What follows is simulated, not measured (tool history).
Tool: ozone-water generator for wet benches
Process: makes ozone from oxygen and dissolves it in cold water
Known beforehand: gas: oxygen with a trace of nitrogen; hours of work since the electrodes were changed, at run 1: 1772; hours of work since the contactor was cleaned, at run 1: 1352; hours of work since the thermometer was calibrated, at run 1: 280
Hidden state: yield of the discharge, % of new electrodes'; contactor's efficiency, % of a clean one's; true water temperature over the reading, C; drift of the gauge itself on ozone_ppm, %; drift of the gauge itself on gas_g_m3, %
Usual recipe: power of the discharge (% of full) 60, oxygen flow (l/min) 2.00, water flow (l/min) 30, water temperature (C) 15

run,hour,power of the discharge (% of full),oxygen flow (l/min),water flow (l/min),water temperature (C),hours of work since the electrodes were changed,hours of work since the contactor was cleaned,hours of work since the thermometer was calibrated,dissolved ozone (ppm),ozone in the gas ahead of the water (g/m3)
1,0.0,60,2.00,30,15,1772,1352,280,8.6,214.7
2,55.3,60,2.00,30,15,1821,1401,328,8.5,211.0
3,85.0,60,2.00,30,9,1847,1427,355,8.8,212.2
4,114.8,100,2.00,30,15,1873,1454,381,11.2,276.9
5,144.4,100,2.00,30,15,1899,1480,407,11.0,275.7
6,207.8,100,2.00,30,15,1955,1536,463,11.2,275.1
7,259.0,60,2.00,30,15,2000,1581,508,8.6,211.6
8,294.6,60,2.00,30,15,2032,1612,540,8.5,211.7
9,356.3,60,2.00,30,15,2086,1667,594,8.4,211.7
10,404.3,60,2.00,41,15,2129,1709,637,5.7,211.2
11,465.4,60,2.00,41,15,2183,1763,691,5.7,209.0
12,514.9,60,2.00,41,15,2226,1807,734,5.7,209.7
13,554.9,60,2.00,41,15,2262,1842,770,5.7,207.6
# hour 564.4: contactor cleaned
14,599.0,60,1.34,41,15,2297,31,805,4.7,263.3
15,635.5,60,1.34,41,15,2329,63,837,4.9,262.4
# hour 696.6: contactor cleaned, once more
16,702.9,60,1.34,41,15,2385,6,893,5.2,263.7
17,752.7,60,1.34,41,15,2429,50,937,5.2,259.1
18,806.1,60,2.00,39,15,2476,97,984,6.3,206.8
19,843.8,52,2.00,39,20,2510,130,1018,5.7,189.7
20,903.0,52,2.00,39,20,2562,182,1070,5.7,191.1
21,937.5,52,2.00,39,20,2592,213,1100,5.6,191.0
22,965.5,41,2.00,39,20,2617,237,1125,5.3,168.7
23,1015.0,41,2.00,39,20,2661,281,1169,5.0,167.3
24,1054.9,60,2.00,36,15,2696,316,1204,6.8,205.2
25,1120.8,60,2.00,36,15,2754,374,1262,6.8,202.2
26,1165.7,58,2.00,30,21,2794,414,1302,8.0,199.1
27,1208.5,73,2.00,22,15,2832,452,1340,13.0,221.5
28,1260.8,73,3.41,19,15,2878,498,1386,16.2,163.1
29,1298.3,73,3.41,19,15,2911,531,1419,16.3,164.1
30,1364.8,60,3.06,28,21,2970,590,1478,9.2,157.9
31,1397.3,60,3.06,28,21,2998,619,1506,9.2,157.8
32,1449.5,60,2.00,46,20,3044,665,1552,4.6,200.5
33,1491.4,62,1.03,46,20,3082,702,1589,4.0,297.6

How would selected steps in dissolved ozone (ppm) from run to run divide? Give the signed amount a tool lacking its hidden state would still show from settings, what came in and random variation, and the signed amount left for the hidden state, including any gauge scatter that is not in both of the compared results.
Run 3 -> 4: power of the discharge (% of full) 60 -> 100, water temperature (C) 9 -> 15. dissolved ozone (ppm) +2.4: hidden state -0.7, all else +3.1.
Run 26 -> 27: power of the discharge (% of full) 58 -> 73, water flow (l/min) 30 -> 22, water temperature (C) 21 -> 15. dissolved ozone (ppm) +5.0: hidden state -1.0, all else +6.0.
Run 29 -> 30: power of the discharge (% of full) 73 -> 60, oxygen flow (l/min) 3.41 -> 3.06, water flow (l/min) 19 -> 28, water temperature (C) 15 -> 21. dissolved ozone (ppm) -7.1: hidden state +1.3, all else -8.4.
Run 31 -> 32: oxygen flow (l/min) 3.06 -> 2.00, water flow (l/min) 28 -> 46, water temperature (C) 21 -> 20. dissolved ozone (ppm) -4.6: hidden state +0.7, all else -5.3.
